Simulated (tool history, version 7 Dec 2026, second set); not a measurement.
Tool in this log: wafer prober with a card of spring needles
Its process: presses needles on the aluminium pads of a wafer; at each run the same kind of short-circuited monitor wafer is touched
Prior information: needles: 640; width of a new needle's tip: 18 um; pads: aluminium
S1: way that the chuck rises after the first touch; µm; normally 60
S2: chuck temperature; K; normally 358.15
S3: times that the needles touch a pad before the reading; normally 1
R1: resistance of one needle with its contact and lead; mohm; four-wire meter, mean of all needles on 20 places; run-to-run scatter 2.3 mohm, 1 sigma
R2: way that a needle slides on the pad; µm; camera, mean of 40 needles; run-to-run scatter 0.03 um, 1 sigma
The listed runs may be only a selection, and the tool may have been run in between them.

run	hour	S1	S2	S3	R1	R2
1	0.0	60	358.15	1	260	8.34
2	24.4	60	358.15	1	258	8.38
3	49.0	60	358.15	1	258	8.40
4	65.0	60	358.15	1	257	8.37
5	84.1	60	303.15	1	249	8.39
6	108.6	60	303.15	1	246	8.44
7	129.2	60	303.15	3	243	8.37
8	145.1	60	358.15	1	258	8.46
9	173.9	60	358.15	1	253	8.43
10	196.9	60	358.15	1	260	8.41
11	213.8	41	358.15	1	264	5.78
12	228.8	41	358.15	1	262	5.75
13	255.7	41	358.15	2	265	5.77
14	281.8	60	358.15	2	259	8.52
15	298.4	43	299.15	1	243	6.10
16	322.2	53	382.15	2	265	7.54
17	344.9	43	382.15	2	273	6.11
18	361.1	80	318.15	1	250	11.38
19	391.9	80	318.15	1	240	11.39
20	416.7	54	321.15	3	252	7.70
21	443.2	43	390.15	3	272	6.15
22	467.4	48	319.15	3	248	6.86
23	487.5	48	319.15	3	255	6.84
24	512.0	60	304.15	2	244	8.34
25	541.3	60	302.15	2	247	8.34
26	572.5	60	302.15	2	246	8.40
27	585.9	60	302.15	2	239	8.46
28	601.0	59	358.15	1	260	8.36

Put back what was entered between runs (76 entries, withheld): which listed runs does each sit between, and how does the hidden state differ from the listed run before to the listed run after?
Run 1 -> run 2: tips cleaned on abrasive film (hour 5.3); tips cleaned on abrasive film (hour 14.1); tips cleaned on abrasive film (hour 22.0)
  debris on the tips, nm: 0.3 -> 0.2; drift of the gauge itself on scrub_um, %: 0 -> 0.13
  measured less the result without the state, R2: +0.00 -> +0.00 µm
Run 2 -> run 3: tips cleaned on abrasive film (hour 29.8); tips cleaned on abrasive film (hour 37.9); tips cleaned on abrasive film (hour 46.9)
  drift of the gauge itself on scrub_um, %: 0.13 -> 0.26
  measured less the result without the state, R2: +0.00 -> +0.02 µm
Run 3 -> run 4: tips cleaned on abrasive film (hour 54.3); tips cleaned on abrasive film (hour 62.7)
  drift of the gauge itself on scrub_um, %: 0.26 -> 0.34
  measured less the result without the state, R2: +0.02 -> +0.02 µm
Run 4 -> run 5: tips cleaned on abrasive film (hour 70.4); tips cleaned on abrasive film (hour 77.6)
  debris on the tips, nm: 0.2 -> 0.4; way that the needles fall short of the set height, um: 0.02 -> 0.03; drift of the gauge itself on scrub_um, %: 0.34 -> 0.44
  measured less the result without the state, R2: +0.02 -> +0.03 µm
Run 5 -> run 6: tips cleaned on abrasive film (hour 86.0); tips cleaned on abrasive film (hour 95.0); tips cleaned on abrasive film (hour 103.2)
  drift of the gauge itself on scrub_um, %: 0.44 -> 0.57
  measured less the result without the state, R2: +0.03 -> +0.05 µm
Run 6 -> run 7: tips cleaned on abrasive film (hour 112.1); tips cleaned on abrasive film (hour 120.4); tips cleaned on abrasive film (hour 128.9); height of the first contact set anew (hour 129.2)
  debris on the tips, nm: 0.4 -> 0; way that the needles fall short of the set height, um: 0.03 -> 0; drift of the gauge itself on scrub_um, %: 0.57 -> 0.68
  measured less the result without the state, R2: +0.05 -> +0.05 µm
Run 7 -> run 8: tips cleaned on abrasive film (hour 137.4); tips cleaned on abrasive film (hour 145.1)
  debris on the tips, nm: 0 -> 0.1; drift of the gauge itself on scrub_um, %: 0.68 -> 0.76
  measured less the result without the state, R2: +0.05 -> +0.07 µm
Run 8 -> run 9: tips cleaned on abrasive film (hour 153.7); tips cleaned on abrasive film (hour 162.1); tips cleaned on abrasive film (hour 170.8)
  debris on the tips, nm: 0.1 -> 0.3; drift of the gauge itself on scrub_um, %: 0.76 -> 0.91
  measured less the result without the state, R2: +0.07 -> +0.07 µm
Run 9 -> run 10: tips cleaned on abrasive film (hour 179.0); tips cleaned on abrasive film (hour 187.2); tips cleaned on abrasive film (hour 194.4)
  debris on the tips, nm: 0.3 -> 0.2; drift of the gauge itself on scrub_um, %: 0.91 -> 1.04
  measured less the result without the state, R2: +0.07 -> +0.09 µm
Run 10 -> run 11: tips cleaned on abrasive film (hour 202.3); tips cleaned on abrasive film (hour 211.0)
  debris on the tips, nm: 0.2 -> 0.3; drift of the gauge itself on scrub_um, %: 1.04 -> 1.12
  measured less the result without the state, R2: +0.09 -> +0.07 µm
Run 11 -> run 12: tips cleaned on abrasive film (hour 218.8); tips cleaned on abrasive film (hour 227.5)
  debris on the tips, nm: 0.3 -> 0.1; drift of the gauge itself on scrub_um, %: 1.12 -> 1.2
  measured less the result without the state, R2: +0.07 -> +0.06 µm
Run 12 -> run 13: tips cleaned on abrasive film (hour 235.5); tips cleaned on abrasive film (hour 243.8); tips cleaned on abrasive film (hour 251.0)
  debris on the tips, nm: 0.1 -> 0.4; way that the needles fall short of the set height, um: 0 -> 0.01; drift of the gauge itself on scrub_um, %: 1.2 -> 1.35
  measured less the result without the state, R2: +0.06 -> +0.08 µm
Run 13 -> run 14: tips cleaned on abrasive film (hour 259.3); tips cleaned on abrasive film (hour 268.0); tips cleaned on abrasive film (hour 276.8)
  drift of the gauge itself on scrub_um, %: 1.35 -> 1.48
  measured less the result without the state, R2: +0.08 -> +0.12 µm
Run 14 -> run 15: tips cleaned on abrasive film (hour 284.9); tips cleaned on abrasive film (hour 292.1)
  drift of the gauge itself on scrub_um, %: 1.48 -> 1.57
  measured less the result without the state, R2: +0.12 -> +0.09 µm
Run 15 -> run 16: tips cleaned on abrasive film (hour 300.3); tips cleaned on abrasive film (hour 308.7); tips cleaned on abrasive film (hour 315.9)
  drift of the gauge itself on scrub_um, %: 1.57 -> 1.7
  measured less the result without the state, R2: +0.09 -> +0.13 µm
Run 16 -> run 17: tips cleaned on abrasive film (hour 323.9); tips cleaned on abrasive film (hour 332.4); tips cleaned on abrasive film (hour 341.0)
  debris on the tips, nm: 0.4 -> 0.3; drift of the gauge itself on scrub_um, %: 1.7 -> 1.82
  measured less the result without the state, R2: +0.13 -> +0.11 µm
Run 17 -> run 18: tips cleaned on abrasive film (hour 348.6); tips cleaned on abrasive film (hour 355.8)
  debris on the tips, nm: 0.3 -> 0.4; drift of the gauge itself on scrub_um, %: 1.82 -> 1.9
  measured less the result without the state, R2: +0.11 -> +0.21 µm
Run 18 -> run 19: tips cleaned on abrasive film (hour 364.4); tips cleaned on abrasive film (hour 372.6); tips cleaned on abrasive film (hour 380.7); tips cleaned on abrasive film (hour 389.7)
  debris on the tips, nm: 0.4 -> 0.2; drift of the gauge itself on scrub_um, %: 1.9 -> 2.06
  measured less the result without the state, R2: +0.21 -> +0.23 µm
Run 19 -> run 20: tips cleaned on abrasive film (hour 397.3); tips cleaned on abrasive film (hour 406.3); tips cleaned on abrasive film (hour 415.2)
  debris on the tips, nm: 0.2 -> 0.1; drift of the gauge itself on scrub_um, %: 2.06 -> 2.19
  measured less the result without the state, R2: +0.23 -> +0.16 µm
Run 20 -> run 21: tips cleaned on abrasive film (hour 423.8); tips cleaned on abrasive film (hour 432.2); tips cleaned on abrasive film (hour 441.1)
  debris on the tips, nm: 0.1 -> 0.2; drift of the gauge itself on scrub_um, %: 2.19 -> 2.33
  measured less the result without the state, R2: +0.16 -> +0.14 µm
Run 21 -> run 22: tips cleaned on abrasive film (hour 448.6); tips cleaned on abrasive film (hour 455.8); tips cleaned on abrasive film (hour 464.4)
  debris on the tips, nm: 0.2 -> 0.3; way that the needles fall short of the set height, um: 0.01 -> 0.02; tips' diameter, um: 18.01 -> 18.02; drift of the gauge itself on scrub_um, %: 2.33 -> 2.46
  measured less the result without the state, R2: +0.14 -> +0.16 µm
Run 22 -> run 23: tips cleaned on abrasive film (hour 472.5); tips cleaned on abrasive film (hour 479.7); tips cleaned on abrasive film (hour 487.5)
  debris on the tips, nm: 0.3 -> 0; drift of the gauge itself on scrub_um, %: 2.46 -> 2.57
  measured less the result without the state, R2: +0.16 -> +0.17 µm
Run 23 -> run 24: gauge calibrated (hour 489.3); tips cleaned on abrasive film (hour 494.7); tips cleaned on abrasive film (hour 503.2); tips cleaned on abrasive film (hour 512.0)
  drift of the gauge itself on scrub_um, %: 2.57 -> 0.12
  measured less the result without the state, R2: +0.17 -> +0.01 µm
Run 24 -> run 25: tips cleaned on abrasive film (hour 519.2); tips cleaned on abrasive film (hour 528.2); tips cleaned on abrasive film (hour 537.1)
  debris on the tips, nm: 0 -> 0.3; drift of the gauge itself on scrub_um, %: 0.12 -> 0.27
  measured less the result without the state, R2: +0.01 -> +0.02 µm
Run 25 -> run 26: tips cleaned on abrasive film (hour 544.9); tips cleaned on abrasive film (hour 552.1); tips cleaned on abrasive film (hour 559.3); tips cleaned on abrasive film (hour 568.1)
  debris on the tips, nm: 0.3 -> 0.4; drift of the gauge itself on scrub_um, %: 0.27 -> 0.44
  measured less the result without the state, R2: +0.02 -> +0.03 µm
Run 26 -> run 27: tips cleaned on abrasive film (hour 575.3); tips cleaned on abrasive film (hour 584.0)
  debris on the tips, nm: 0.4 -> 0.2; drift of the gauge itself on scrub_um, %: 0.44 -> 0.51
  measured less the result without the state, R2: +0.03 -> +0.04 µm
Run 27 -> run 28: tips cleaned on abrasive film (hour 591.3); tips cleaned on abrasive film (hour 600.0)
  debris on the tips, nm: 0.2 -> 0.1; drift of the gauge itself on scrub_um, %: 0.51 -> 0.59
  measured less the result without the state, R2: +0.04 -> +0.05 µm
